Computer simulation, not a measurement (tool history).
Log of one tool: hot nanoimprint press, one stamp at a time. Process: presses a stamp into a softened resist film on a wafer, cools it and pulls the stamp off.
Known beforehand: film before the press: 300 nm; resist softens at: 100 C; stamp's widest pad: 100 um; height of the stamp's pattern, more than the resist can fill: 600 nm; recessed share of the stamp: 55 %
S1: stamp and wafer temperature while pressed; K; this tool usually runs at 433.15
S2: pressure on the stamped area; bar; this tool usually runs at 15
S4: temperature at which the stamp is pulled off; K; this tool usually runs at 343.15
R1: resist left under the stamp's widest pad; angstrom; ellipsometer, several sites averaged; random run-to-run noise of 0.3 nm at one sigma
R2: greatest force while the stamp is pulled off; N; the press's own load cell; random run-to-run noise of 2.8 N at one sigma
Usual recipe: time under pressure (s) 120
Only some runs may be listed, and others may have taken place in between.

Run 1, hour 0: usual settings. Result: R1 1421 angstrom, R2 237 N.
Run 2, hour 11.8: usual settings. Result: R1 1413 angstrom, R2 235 N.
Run 3, hour 27.3: usual settings. Result: R1 1407 angstrom, R2 234 N.
Run 4, hour 42.9: usual settings. Result: R1 1403 angstrom, R2 244 N.
Run 5, hour 57.2: usual settings but S4 337.15 K. Result: R1 1405 angstrom, R2 286 N.
Run 6, hour 73.4: usual settings but S4 337.15 K. Result: R1 1401 angstrom, R2 277 N.
Run 7, hour 85.2: usual settings. Result: R1 1402 angstrom, R2 245 N.
Run 8, hour 101.2: usual settings. Result: R1 1397 angstrom, R2 244 N.
Run 9, hour 118.2: usual settings but S2 15.6 bar. Result: R1 1372 angstrom, R2 249 N.
At hour 133.7: stamp cleaned and given a new release coat.
At hour 139.4: plate thermocouple calibrated.
Run 10, hour 139.7: usual settings. Result: R1 1458 angstrom, R2 203 N.
Run 11, hour 157.3: usual settings. Result: R1 1456 angstrom, R2 211 N.
Run 12, hour 167.1: usual settings. Result: R1 1450 angstrom, R2 208 N.
Run 13, hour 177.2: usual settings. Result: R1 1446 angstrom, R2 208 N.
Run 14, hour 184.8: usual settings. Result: R1 1447 angstrom, R2 207 N.
Run 15, hour 196: usual settings. Result: R1 1447 angstrom, R2 217 N.
Run 16, hour 205.2: usual settings. Result: R1 1444 angstrom, R2 210 N.
Run 17, hour 215: usual settings but S1 431.15 K, time under pressure (s) 102. Result: R1 1647 angstrom, R2 211 N.
Run 18, hour 228.5: usual settings but time under pressure (s) 62. Result: R1 1814 angstrom, R2 216 N.
Run 19, hour 237.9: usual settings but time under pressure (s) 62. Result: R1 1817 angstrom, R2 223 N.
Run 20, hour 249.6: usual settings but S1 430.15 K, time under pressure (s) 102, S4 330.15 K. Result: R1 1695 angstrom, R2 298 N.
Run 21, hour 257.3: usual settings but S2 23.4 bar, time under pressure (s) 104, S4 329.15 K. Result: R1 1272 angstrom, R2 308 N.
Run 22, hour 267.2: usual settings but time under pressure (s) 91. Result: R1 1591 angstrom, R2 214 N.
Run 23, hour 278.9: usual settings but S1 439.15 K, S2 17.4 bar, S4 345.15 K. Result: R1 1078 angstrom, R2 213 N.
Run 24, hour 287.2: usual settings but S1 438.15 K, S2 19.5 bar, time under pressure (s) 60, S4 328.15 K. Result: R1 1414 angstrom, R2 316 N.
Run 25, hour 297.9: usual settings but S1 421.15 K, S2 14.2 bar, time under pressure (s) 97, S4 336.15 K. Result: R1 2265 angstrom, R2 276 N.
Run 26, hour 310.6: usual settings but S1 421.15 K, S2 14.2 bar, time under pressure (s) 97, S4 336.15 K. Result: R1 2259 angstrom, R2 281 N.
Run 27, hour 319.8: usual settings but S1 429.15 K, S2 14.1 bar, time under pressure (s) 100. Result: R1 1784 angstrom, R2 230 N.
Run 28, hour 337.9: usual settings but S1 422.15 K, S4 336.15 K. Result: R1 2062 angstrom, R2 283 N.
Run 29, hour 353.5: usual settings but S1 422.15 K, S4 336.15 K. Result: R1 2059 angstrom, R2 277 N.
Run 30, hour 366.2: usual settings but S1 423.15 K, S2 19.8 bar, S4 336.15 K. Result: R1 1834 angstrom, R2 285 N.

Forecast each of these 4 alternatives for the next run:
Run A, hour 383: usual settings but S1 423.15 K, S2 19.8 bar, time under pressure (s) 116, S4 336.15 K. Result: R1 ?, R2 ?.
Run B, hour 383: usual settings but S1 441.15 K, S2 19.8 bar, S4 350.15 K. Result: R1 ?, R2 ?.
Run C, hour 383: usual settings but S1 438.15 K, S2 19.8 bar, S4 331.15 K. Result: R1 ?, R2 ?.
Run D, hour 383: usual settings but time under pressure (s) 92, S4 349.15 K. Result: R1 ?, R2 ?.

run    R1   R2
  A  1852  284
  B   929  195
  C  1040  319
  D  1562  198
What these runs would have given with no unlogged condition in the tool:
run    R1   R2
  A  1895  240
  B   953  166
  C  1067  269
  D  1600  168
